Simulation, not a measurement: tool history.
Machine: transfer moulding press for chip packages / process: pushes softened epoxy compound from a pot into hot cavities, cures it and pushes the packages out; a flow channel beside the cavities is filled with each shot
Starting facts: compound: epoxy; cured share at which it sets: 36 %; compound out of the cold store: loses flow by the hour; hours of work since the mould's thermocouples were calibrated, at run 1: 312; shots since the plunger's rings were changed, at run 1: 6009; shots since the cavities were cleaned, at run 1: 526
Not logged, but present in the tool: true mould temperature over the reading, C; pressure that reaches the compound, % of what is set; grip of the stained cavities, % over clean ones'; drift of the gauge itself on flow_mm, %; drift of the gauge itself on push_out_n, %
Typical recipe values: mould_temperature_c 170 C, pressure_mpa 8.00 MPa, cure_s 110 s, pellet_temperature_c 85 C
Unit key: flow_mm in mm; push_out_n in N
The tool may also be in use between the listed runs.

| run | hour | mould_temperature_c | pressure_mpa | cure_s | pellet_temperature_c | hours of work since the mould's thermocouples were calibrated | shots since the plunger's rings were changed | shots since the cavities were cleaned | incoming compound's hours out of the cold store | flow_mm | push_out_n |
|---|---|---|---|---|---|---|---|---|---|---|---|
| 1 | 0.0 | 170 | 8.00 | 110 | 85 | 312 | 6009 | 526 | 34.3 | 644 | 764 |
|  | 21.3 | plunger's sealing rings changed |
| 2 | 25.0 | 170 | 8.00 | 130 | 85 | 323 | 28 | 697 | 40.6 | 708 | 696 |
| 3 | 40.1 | 170 | 8.00 | 110 | 85 | 330 | 143 | 812 | 15.7 | 761 | 784 |
| 4 | 50.0 | 174 | 8.00 | 110 | 85 | 335 | 218 | 887 | 38.5 | 704 | 704 |
|  | 54.8 | cavities cleaned with cleaning compound and waxed |
| 5 | 65.9 | 174 | 8.00 | 110 | 85 | 342 | 328 | 85 | 41.6 | 695 | 494 |
| 6 | 80.3 | 174 | 8.00 | 110 | 85 | 349 | 438 | 195 | 21.2 | 739 | 573 |
| 7 | 92.9 | 174 | 8.00 | 110 | 85 | 355 | 533 | 290 | 9.4 | 771 | 608 |
| 8 | 103.3 | 174 | 8.00 | 110 | 85 | 360 | 612 | 369 | 41.1 | 691 | 619 |
| 9 | 114.0 | 174 | 9.87 | 110 | 85 | 366 | 694 | 451 | 9.9 | 859 | 657 |
| 10 | 127.7 | 174 | 9.87 | 110 | 85 | 372 | 798 | 555 | 36.1 | 776 | 707 |
| 11 | 141.7 | 174 | 9.87 | 110 | 85 | 379 | 904 | 661 | 20.9 | 818 | 680 |
| 12 | 163.9 | 170 | 8.00 | 110 | 76 | 390 | 1073 | 830 | 28.1 | 733 | 768 |
|  | 174.4 | cavities cleaned with cleaning compound and waxed |
| 13 | 183.1 | 170 | 8.00 | 110 | 92 | 399 | 1207 | 65 | 17.1 | 755 | 553 |
| 14 | 196.4 | 170 | 8.00 | 139 | 85 | 405 | 1309 | 167 | 36.2 | 686 | 535 |
| 15 | 210.8 | 170 | 8.00 | 139 | 85 | 412 | 1419 | 277 | 37.0 | 703 | 597 |
| 16 | 229.6 | 170 | 8.00 | 139 | 85 | 421 | 1561 | 419 | 34.0 | 703 | 634 |
| 17 | 249.2 | 162 | 8.00 | 110 | 85 | 431 | 1710 | 568 | 19.7 | 753 | 1215 |
| 18 | 263.0 | 171 | 8.00 | 110 | 78 | 438 | 1816 | 674 | 26.3 | 724 | 742 |
| 19 | 286.1 | 162 | 8.00 | 116 | 78 | 449 | 1991 | 849 | 9.6 | 774 | 1169 |
|  | 294.9 | cavities cleaned with cleaning compound and waxed |
| 20 | 304.6 | 170 | 8.00 | 110 | 85 | 457 | 2121 | 74 | 42.7 | 687 | 515 |
| 21 | 315.2 | 170 | 8.00 | 110 | 85 | 463 | 2201 | 154 | 18.4 | 727 | 597 |
| 22 | 325.1 | 170 | 8.00 | 110 | 85 | 467 | 2276 | 229 | 36.1 | 696 | 627 |
|  | 336.1 | mould's thermocouples calibrated |
| 23 | 345.3 | 173 | 8.00 | 105 | 85 | 5 | 2415 | 368 | 22.7 | 717 | 648 |
| 24 | 364.6 | 173 | 8.00 | 110 | 91 | 14 | 2561 | 514 | 30.4 | 682 | 656 |
| 25 | 382.4 | 165 | 8.62 | 144 | 78 | 23 | 2696 | 649 | 15.0 | 772 | 678 |
| 26 | 397.5 | 174 | 7.52 | 144 | 85 | 30 | 2812 | 765 | 28.8 | 670 | 638 |
| 27 | 412.4 | 174 | 8.99 | 144 | 87 | 37 | 2925 | 878 | 10.6 | 763 | 656 |
|  | 417.1 | cavities cleaned with cleaning compound and waxed |
| 28 | 436.5 | 174 | 8.99 | 144 | 87 | 48 | 3096 | 146 | 16.7 | 760 | 527 |

3 ways to go on from here, each from the tool as it stands after run 28. What would each give?
| A | 457.2 | 174 | 8.99 | 119 | 79 | 59 | 3254 | 304 | 15.0 | ? | ? |
| B | 457.2 | 174 | 6.55 | 144 | 77 | 59 | 3254 | 304 | 13.1 | ? | ? |
| C | 457.2 | 170 | 8.00 | 142 | 85 | 59 | 3254 | 304 | 34.4 | ? | ? |

| run | flow_mm | push_out_n |
|---|---|---|
| A | 750 | 595 |
| B | 651 | 582 |
| C | 673 | 590 |
What these runs would have given with no unlogged condition in the tool:
| run | flow_mm | push_out_n |
|---|---|---|
| A | 800 | 409 |
| B | 695 | 399 |
| C | 718 | 408 |
